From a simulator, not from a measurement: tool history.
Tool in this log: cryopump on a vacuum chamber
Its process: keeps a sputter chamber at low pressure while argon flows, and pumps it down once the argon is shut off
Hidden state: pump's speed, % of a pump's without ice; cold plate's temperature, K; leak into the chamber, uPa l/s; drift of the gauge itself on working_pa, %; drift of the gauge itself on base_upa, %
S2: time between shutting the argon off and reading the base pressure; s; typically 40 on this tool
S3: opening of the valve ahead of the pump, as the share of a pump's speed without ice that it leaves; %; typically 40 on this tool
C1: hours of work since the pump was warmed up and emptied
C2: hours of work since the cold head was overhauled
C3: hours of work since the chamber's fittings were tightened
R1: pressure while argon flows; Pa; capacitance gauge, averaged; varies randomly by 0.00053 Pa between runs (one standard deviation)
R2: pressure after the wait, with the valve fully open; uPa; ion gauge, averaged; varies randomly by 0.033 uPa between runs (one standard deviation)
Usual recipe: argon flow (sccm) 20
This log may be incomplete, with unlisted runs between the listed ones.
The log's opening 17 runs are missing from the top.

{"run": 18, "hour": 310.0, "argon flow (sccm)": 20, "S2": 40, "S3": 40, "C1": 354, "C2": 354, "C3": 221, "R1": 0.0464, "R2": 2.03}
{"run": 19, "hour": 333.5, "argon flow (sccm)": 20, "S2": 40, "S3": 40, "C1": 367, "C2": 367, "C3": 234, "R1": 0.0464, "R2": 1.98}
{"run": 20, "hour": 351.1, "argon flow (sccm)": 35, "S2": 112, "S3": 40, "C1": 377, "C2": 377, "C3": 244, "R1": 0.0825, "R2": 1.0}
{"run": 21, "hour": 364.8, "argon flow (sccm)": 13, "S2": 31, "S3": 15, "C1": 385, "C2": 385, "C3": 252, "R1": 0.0766, "R2": 2.48}
{"run": 22, "hour": 383.4, "argon flow (sccm)": 13, "S2": 31, "S3": 15, "C1": 395, "C2": 395, "C3": 263, "R1": 0.0764, "R2": 2.45}
{"run": 23, "hour": 396.7, "argon flow (sccm)": 13, "S2": 31, "S3": 15, "C1": 403, "C2": 403, "C3": 270, "R1": 0.0766, "R2": 2.5}
{"run": 24, "hour": 409.8, "argon flow (sccm)": 13, "S2": 31, "S3": 15, "C1": 410, "C2": 410, "C3": 278, "R1": 0.0752, "R2": 2.43}
{"run": 25, "hour": 431.6, "argon flow (sccm)": 11, "S2": 50, "S3": 23, "C1": 422, "C2": 422, "C3": 290, "R1": 0.0438, "R2": 1.74}
{"run": 26, "hour": 450.7, "argon flow (sccm)": 11, "S2": 50, "S3": 23, "C1": 433, "C2": 433, "C3": 301, "R1": 0.0436, "R2": 1.74}
{"run": 27, "hour": 467.8, "argon flow (sccm)": 9, "S2": 47, "S3": 40, "C1": 443, "C2": 443, "C3": 310, "R1": 0.0216, "R2": 1.81}
{"run": 28, "hour": 483.7, "argon flow (sccm)": 26, "S2": 47, "S3": 40, "C1": 452, "C2": 452, "C3": 319, "R1": 0.0622, "R2": 1.89}
{"run": 29, "hour": 494.3, "argon flow (sccm)": 29, "S2": 47, "S3": 21, "C1": 458, "C2": 458, "C3": 325, "R1": 0.1238, "R2": 1.88}
{"run": 30, "hour": 512.7, "argon flow (sccm)": 32, "S2": 47, "S3": 21, "C1": 468, "C2": 468, "C3": 336, "R1": 0.1377, "R2": 1.8}
{"run": 31, "hour": 527.8, "argon flow (sccm)": 14, "S2": 237, "S3": 29, "C1": 477, "C2": 477, "C3": 344, "R1": 0.045, "R2": 0.8}
{"run": 32, "hour": 545.6, "argon flow (sccm)": 34, "S2": 33, "S3": 29, "C1": 487, "C2": 487, "C3": 354, "R1": 0.1096, "R2": 2.56}
{"run": 33, "hour": 564.7, "argon flow (sccm)": 34, "S2": 28, "S3": 29, "C1": 498, "C2": 498, "C3": 365, "R1": 0.1118, "R2": 2.81}
{"run": 34, "hour": 577.8, "argon flow (sccm)": 11, "S2": 61, "S3": 29, "C1": 505, "C2": 505, "C3": 373, "R1": 0.0367, "R2": 1.56}
{"run": 35, "hour": 590.2, "argon flow (sccm)": 11, "S2": 61, "S3": 29, "C1": 512, "C2": 512, "C3": 380, "R1": 0.0363, "R2": 1.59}

Alternative continuations, all from the tool just after run 35; predict every row:
{"run": "A", "hour": 602.1, "argon flow (sccm)": 10, "S2": 163, "S3": 48, "C1": 519, "C2": 519, "C3": 386, "R1": "?", "R2": "?"}
{"run": "B", "hour": 602.1, "argon flow (sccm)": 11, "S2": 57, "S3": 36, "C1": 519, "C2": 519, "C3": 386, "R1": "?", "R2": "?"}
{"run": "C", "hour": 602.1, "argon flow (sccm)": 20, "S2": 21, "S3": 22, "C1": 519, "C2": 519, "C3": 386, "R1": "?", "R2": "?"}
{"run": "D", "hour": 602.1, "argon flow (sccm)": 11, "S2": 61, "S3": 29, "C1": 519, "C2": 519, "C3": 386, "R1": "?", "R2": "?"}

run=A R1=0.0202 R2=0.97
run=B R1=0.0296 R2=1.71
run=C R1=0.0835 R2=3.59
run=D R1=0.0352 R2=1.64
The same runs, with their run-to-run variation unchanged, on a tool lacking any hidden condition would have given:
run=A R1=0.0166 R2=0.57
run=B R1=0.0256 R2=1.30
run=C R1=0.0762 R2=3.18
run=D R1=0.0312 R2=1.23
